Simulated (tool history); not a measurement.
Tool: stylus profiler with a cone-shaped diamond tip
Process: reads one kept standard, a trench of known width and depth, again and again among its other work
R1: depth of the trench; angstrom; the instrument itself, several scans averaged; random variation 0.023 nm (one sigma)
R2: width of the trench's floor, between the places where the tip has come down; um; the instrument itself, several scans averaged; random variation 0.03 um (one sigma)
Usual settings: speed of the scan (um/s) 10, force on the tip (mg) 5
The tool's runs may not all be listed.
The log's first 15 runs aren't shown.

run 16 day=34.592 | speed_of_the_scan_(um/s)=10 force_on_the_tip_(mg)=5 | R1=1024 R2=17.39
run 17 day=37.212 | speed_of_the_scan_(um/s)=10 force_on_the_tip_(mg)=5 | R1=1024.3 R2=17.33
run 18 day=39.175 | speed_of_the_scan_(um/s)=10 force_on_the_tip_(mg)=5 | R1=1024.4 R2=17.29
run 19 day=42.321 | speed_of_the_scan_(um/s)=10 force_on_the_tip_(mg)=5 | R1=1024.3 R2=17.29
run 20 day=44.7 | speed_of_the_scan_(um/s)=2 force_on_the_tip_(mg)=5 | R1=1024.7 R2=17.3
run 21 day=47.5 | speed_of_the_scan_(um/s)=10 force_on_the_tip_(mg)=11.29 | R1=1040.8 R2=17.23
run 22 day=49.167 | speed_of_the_scan_(um/s)=10 force_on_the_tip_(mg)=3.43 | R1=1019.2 R2=17.21
run 23 day=51.462 | speed_of_the_scan_(um/s)=10 force_on_the_tip_(mg)=5 | R1=1024.8 R2=17.14
run 24 day=53.638 | speed_of_the_scan_(um/s)=31 force_on_the_tip_(mg)=5 | R1=1024.9 R2=17.09
run 25 day=55.458 | speed_of_the_scan_(um/s)=31 force_on_the_tip_(mg)=5 | R1=1025 R2=17.13
run 26 day=58.279 | speed_of_the_scan_(um/s)=19 force_on_the_tip_(mg)=5.36 | R1=1026.1 R2=17.12
run 27 day=60.112 | speed_of_the_scan_(um/s)=19 force_on_the_tip_(mg)=5.36 | R1=1025.6 R2=17.07
run 28 day=63.004 | speed_of_the_scan_(um/s)=2 force_on_the_tip_(mg)=3.85 | R1=1021.4 R2=17.11
run 29 day=65.446 | speed_of_the_scan_(um/s)=24 force_on_the_tip_(mg)=14.81 | R1=1048.9 R2=17.07
run 30 day=66.946 | speed_of_the_scan_(um/s)=24 force_on_the_tip_(mg)=14.81 | R1=1049.2 R2=17.08
run 31 day=68.412 | speed_of_the_scan_(um/s)=21 force_on_the_tip_(mg)=2.59 | R1=1017 R2=16.98
run 32 day=71.354 | speed_of_the_scan_(um/s)=21 force_on_the_tip_(mg)=2.59 | R1=1017.3 R2=17.01
run 33 day=73.75 | speed_of_the_scan_(um/s)=21 force_on_the_tip_(mg)=14.73 | R1=1048.9 R2=17.02

The next listed run, before its measurement:
run 34 day=75.15 | speed_of_the_scan_(um/s)=2 force_on_the_tip_(mg)=5 | R1=? R2=?

{"run 34": {"R1": 1025.3, "R2": 17.02}}
Without the tool's hidden state the same run would have given R1 1022.2 angstrom, R2 18.01 um.
